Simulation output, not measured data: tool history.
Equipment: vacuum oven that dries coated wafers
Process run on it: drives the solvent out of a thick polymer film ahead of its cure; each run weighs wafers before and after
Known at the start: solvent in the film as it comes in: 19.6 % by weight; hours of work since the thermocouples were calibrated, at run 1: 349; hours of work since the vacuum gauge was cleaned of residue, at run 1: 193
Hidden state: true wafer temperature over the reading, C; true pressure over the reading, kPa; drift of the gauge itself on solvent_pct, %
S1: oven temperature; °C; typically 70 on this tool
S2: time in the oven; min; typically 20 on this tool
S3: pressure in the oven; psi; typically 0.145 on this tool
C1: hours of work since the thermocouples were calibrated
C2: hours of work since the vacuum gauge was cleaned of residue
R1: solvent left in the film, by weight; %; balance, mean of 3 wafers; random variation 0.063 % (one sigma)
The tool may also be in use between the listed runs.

run	hour	S1	S2	S3	C1	C2	R1
1	0.0	70	20	0.145	349	193	4.22
2	12.8	70	20	0.096	356	200	4.19
3	28.1	70	20	0.096	365	208	4.09
4	41.7	70	20	0.096	372	216	4.11
5	64.5	70	20	0.096	385	229	4.18
6	85.5	70	20	0.096	396	240	4.19
7	108.3	70	20	0.096	409	253	4.22
8	125.8	70	20	0.145	419	262	4.45
9	139.1	70	20	0.145	426	270	4.37
10	155.8	70	20	0.145	435	279	4.26
11	178.9	70	20	0.145	448	292	4.30
12	191.7	77	20	0.145	455	299	1.94
13	214.9	77	20	0.145	468	312	2.03
14	234.3	77	20	0.145	479	322	1.96
15	251.9	77	20	0.145	488	332	2.00
16	271.6	77	20	0.145	499	343	2.02
17	284.7	70	24	0.145	506	350	3.57
18	311.2	70	20	0.145	521	365	4.51
19	332.8	70	20	0.145	533	377	4.55
20	352.7	70	20	0.145	544	388	4.48
21	368.9	70	20	0.145	553	397	4.47
22	390.7	70	20	0.145	565	409	4.65
23	413.5	70	20	0.145	577	421	4.63
24	430.0	70	20	0.145	587	430	4.60
25	441.9	70	20	0.145	593	437	4.58

Run 26 comes next. What will it give?
26	453.4	70	20	0.145	599	443	?

{"run 26": {"R1": 4.66}}
With the hidden condition absent and the run-to-run variation left alone, this run would have shown R1 3.85 %.
